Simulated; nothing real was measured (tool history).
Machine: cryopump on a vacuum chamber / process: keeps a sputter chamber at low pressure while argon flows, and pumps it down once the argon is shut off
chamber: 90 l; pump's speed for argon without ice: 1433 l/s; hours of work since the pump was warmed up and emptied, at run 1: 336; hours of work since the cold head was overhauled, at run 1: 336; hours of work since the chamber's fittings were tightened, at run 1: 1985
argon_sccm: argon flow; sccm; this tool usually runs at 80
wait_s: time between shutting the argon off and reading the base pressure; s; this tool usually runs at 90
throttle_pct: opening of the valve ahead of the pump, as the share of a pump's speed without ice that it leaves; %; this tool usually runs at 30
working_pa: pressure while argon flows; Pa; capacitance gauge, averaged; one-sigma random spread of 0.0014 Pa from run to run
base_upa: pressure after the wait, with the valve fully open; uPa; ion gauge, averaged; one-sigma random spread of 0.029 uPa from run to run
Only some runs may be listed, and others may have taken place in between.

run,hour,argon_sccm,wait_s,throttle_pct,hours of work since the pump was warmed up and emptied,hours of work since the cold head was overhauled,hours of work since the chamber's fittings were tightened,working_pa,base_upa
1,0.0,80,90,30,336,336,1985,0.3295,4.43
2,66.1,80,139,30,390,390,2039,0.3328,4.31
# hour 93.8: leaking fittings of the chamber tightened, without venting
3,118.9,80,139,30,432,432,21,0.3358,1.05
4,167.0,80,139,30,472,472,60,0.3379,1.16
5,212.7,80,139,30,509,509,98,0.3443,1.24
6,282.6,80,139,30,567,567,155,0.3452,1.36
# hour 291.3: pump warmed up, emptied and cooled again
7,344.3,80,139,30,44,613,202,0.3190,1.29
8,410.6,80,90,30,98,668,256,0.3197,1.75
9,478.7,110,200,17,154,724,313,0.7695,1.23
10,550.2,110,200,30,213,783,371,0.4496,1.35
11,606.8,133,211,53,259,829,418,0.3179,1.39
12,659.0,74,25,48,302,872,461,0.1963,5.29
13,701.8,74,25,48,338,907,496,0.1998,5.30
14,759.9,67,230,30,385,955,544,0.2800,1.65
15,824.7,132,90,35,439,1008,597,0.4871,2.50
16,894.2,132,90,35,496,1066,654,0.4938,2.65

Alternative continuations, all from the tool just after run 16; predict every row:
A,928.9,72,33,35,524,1094,683,?,?
B,928.9,68,115,23,524,1094,683,?,?
C,928.9,34,36,15,524,1094,683,?,?
D,928.9,100,40,29,524,1094,683,?,?
E,928.9,132,45,15,524,1094,683,?,?

run,working_pa,base_upa
A,0.2702,4.71
B,0.3730,2.46
C,0.2800,4.46
D,0.4443,4.17
E,1.0924,3.88
Without the tool's hidden state the same runs would have given:
run,working_pa,base_upa
A,0.2421,3.36
B,0.3465,1.12
C,0.2667,3.12
D,0.4053,2.82
E,1.0406,2.54

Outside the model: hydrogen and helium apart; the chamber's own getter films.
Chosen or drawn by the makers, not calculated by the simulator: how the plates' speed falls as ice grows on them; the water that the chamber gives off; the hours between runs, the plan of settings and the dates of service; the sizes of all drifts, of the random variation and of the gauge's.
